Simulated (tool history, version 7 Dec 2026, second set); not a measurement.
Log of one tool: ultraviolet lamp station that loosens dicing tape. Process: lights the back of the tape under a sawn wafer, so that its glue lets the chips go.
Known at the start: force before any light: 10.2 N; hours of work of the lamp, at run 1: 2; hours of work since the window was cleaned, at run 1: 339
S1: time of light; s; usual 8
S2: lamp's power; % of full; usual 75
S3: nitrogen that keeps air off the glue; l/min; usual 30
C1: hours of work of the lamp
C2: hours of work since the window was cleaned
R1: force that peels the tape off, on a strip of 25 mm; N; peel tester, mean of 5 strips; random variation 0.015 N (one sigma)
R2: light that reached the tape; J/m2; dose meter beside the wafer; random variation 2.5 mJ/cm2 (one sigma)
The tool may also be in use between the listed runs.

Run 1, day 0: usual settings; C1 2; C2 339. Result: R1 0.877 N, R2 2720 J/m2.
Run 2, day 0.758: usual settings but S1 15 s; C1 11; C2 348. Result: R1 0.225 N, R2 5020 J/m2.
Run 3, day 1.308: usual settings but S1 15 s; C1 17; C2 354. Result: R1 0.217 N, R2 5110 J/m2.
Run 4, day 1.708: usual settings but S1 15 s; C1 22; C2 359. Result: R1 0.222 N, R2 5080 J/m2.
Run 5, day 2.433: usual settings but S1 15 s; C1 30; C2 367. Result: R1 0.223 N, R2 5040 J/m2.
Run 6, day 3.054: usual settings but S1 15 s; C1 37; C2 374. Result: R1 0.23 N, R2 4960 J/m2.
Run 7, day 3.375: usual settings but S1 15 s; C1 41; C2 378. Result: R1 0.241 N, R2 4980 J/m2.
Run 8, day 3.696: usual settings but S1 15 s; C1 45; C2 382. Result: R1 0.228 N, R2 5020 J/m2.
Run 9, day 4.017: usual settings but S1 15 s; C1 48; C2 385. Result: R1 0.243 N, R2 4980 J/m2.
Run 10, day 4.638: usual settings but S1 15 s; C1 56; C2 393. Result: R1 0.223 N, R2 4950 J/m2.
At day 4.712: window cleaned of glue's vapour.
Run 11, day 5.283: usual settings but S3 36 l/min; C1 63; C2 7. Result: R1 0.975 N, R2 2570 J/m2.
Run 12, day 5.85: usual settings but S3 36 l/min; C1 69; C2 13. Result: R1 0.949 N, R2 2510 J/m2.
Run 13, day 6.179: usual settings but S1 7 s, S2 93 % of full; C1 73; C2 17. Result: R1 0.85 N, R2 2750 J/m2.
At day 6.812: window cleaned of glue's vapour, once more.
Run 14, day 6.938: usual settings but S1 7 s, S2 78 % of full; C1 82; C2 1. Result: R1 0.973 N, R2 2640 J/m2.
Run 15, day 7.354: usual settings but S1 7 s, S2 78 % of full; C1 86; C2 6. Result: R1 0.997 N, R2 2620 J/m2.
Run 16, day 7.946: usual settings but S1 11 s, S2 81 % of full, S3 44 l/min; C1 93; C2 13. Result: R1 0.271 N, R2 4250 J/m2.
Run 17, day 8.704: usual settings but S1 5 s, S2 90 % of full, S3 14 l/min; C1 102; C2 22. Result: R1 1.997 N, R2 2130 J/m2.
Run 18, day 9.125: usual settings but S1 9 s, S2 83 % of full, S3 24 l/min; C1 107; C2 27. Result: R1 0.552 N, R2 3570 J/m2.
Run 19, day 9.471: usual settings but S1 4 s, S3 13 l/min; C1 111; C2 31. Result: R1 3.547 N, R2 1400 J/m2.
Run 20, day 9.883: usual settings but S1 5 s, S2 80 % of full, S3 22 l/min; C1 116; C2 35. Result: R1 1.931 N, R2 1870 J/m2.
Run 21, day 10.475: usual settings but S1 11 s, S2 84 % of full, S3 42 l/min; C1 122; C2 42. Result: R1 0.28 N, R2 4330 J/m2.
Run 22, day 10.933: usual settings but S3 24 l/min; C1 128; C2 48. Result: R1 0.923 N, R2 2820 J/m2.
Run 23, day 11.508: usual settings but S2 95 % of full, S3 22 l/min; C1 134; C2 54. Result: R1 0.583 N, R2 3560 J/m2.

5 ways to go on from here, each from the tool as it stands after run 23. What would each give?
Run A, day 12.062: usual settings but S2 66 % of full, S3 10 l/min; C1 141; C2 61. Result: R1 ?, R2 ?.
Run B, day 12.062: usual settings but S3 31 l/min; C1 141; C2 61. Result: R1 ?, R2 ?.
Run C, day 12.062: usual settings but S1 4 s; C1 141; C2 61. Result: R1 ?, R2 ?.
Run D, day 12.062: usual settings but S1 13 s, S2 70 % of full, S3 50 l/min; C1 141; C2 61. Result: R1 ?, R2 ?.
Run E, day 12.062: usual settings but S1 5 s, S2 80 % of full, S3 59 l/min; C1 141; C2 61. Result: R1 ?, R2 ?.

run     R1    R2
  A  1.861  2490
  B  0.809  2810
  C  2.826  1400
  D  0.251  4240
  E  1.437  1850
Without the tool's hidden state the same runs would have given:
run     R1    R2
  A  1.654  2670
  B  0.691  3010
  C  2.579  1500
  D  0.221  4550
  E  1.262  1980
